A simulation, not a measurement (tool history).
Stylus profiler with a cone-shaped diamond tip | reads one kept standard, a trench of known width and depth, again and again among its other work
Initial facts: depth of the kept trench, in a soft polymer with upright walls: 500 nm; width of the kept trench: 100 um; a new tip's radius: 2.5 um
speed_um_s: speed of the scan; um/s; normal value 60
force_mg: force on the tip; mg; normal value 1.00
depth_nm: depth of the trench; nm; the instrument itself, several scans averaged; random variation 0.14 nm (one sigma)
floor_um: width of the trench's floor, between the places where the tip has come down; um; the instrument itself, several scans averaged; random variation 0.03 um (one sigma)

run,day,speed_um_s,force_mg,depth_nm,floor_um
1,0.000,60,1.00,503.22,96.68
2,1.183,60,1.00,503.45,96.68
3,1.892,60,1.00,503.22,96.67
4,2.908,60,1.00,503.43,96.63
5,3.454,60,2.52,505.68,96.71
6,4.125,60,2.52,505.96,96.68
7,5.100,60,1.00,503.48,96.60
8,5.692,60,1.00,503.45,96.55
9,6.638,60,1.00,503.31,96.55
10,7.400,60,1.00,503.62,96.60
11,8.267,60,1.00,503.19,96.47
12,9.462,60,1.00,503.30,96.50
13,10.496,209,1.00,503.21,96.06
14,11.083,209,1.00,503.40,96.02
15,11.979,60,0.79,502.95,96.44
16,12.792,60,0.79,502.84,96.48
17,13.846,60,0.72,502.96,96.38
18,14.808,55,0.45,502.20,96.30
19,15.512,18,1.49,504.36,96.53
20,16.050,18,1.49,504.40,96.58
21,17.075,18,1.49,504.36,96.49
22,17.933,19,2.58,505.98,96.47
23,19.062,19,2.58,506.04,96.49
24,20.117,19,2.58,506.14,96.46
25,20.892,16,0.42,502.18,96.39
26,21.879,133,1.90,505.30,96.18
27,22.454,25,0.43,502.20,96.30
28,23.192,25,0.43,502.28,96.25
29,24.296,25,0.43,502.51,96.32

Some steps in depth_nm, run to run, broken into two amounts with sign: the step expected even without the hidden condition (settings, incoming material, random variation), and the rest, left for the hidden condition together with whatever gauge scatter is not in both the measured and the hidden-condition-free result:
Hidden state present: radius of the tip, um; height scale over the true one, %; drift of the gauge itself on depth_nm, %; drift of the gauge itself on floor_um, %.
Run 1 -> 2: no setting touched and nothing written in the log between the runs. depth_nm +0.23 nm: hidden state +0.02, all else +0.21.
Run 22 -> 23: no setting touched and nothing written in the log between the runs. depth_nm +0.06 nm: hidden state +0.03, all else +0.03.
Run 24 -> 25: speed_um_s 19 -> 16, force_mg 2.58 -> 0.42. depth_nm -3.96 nm: hidden state +0.02, all else -3.98.
Run 25 -> 26: speed_um_s 16 -> 133, force_mg 0.42 -> 1.90. depth_nm +3.12 nm: hidden state +0.01, all else +3.11.
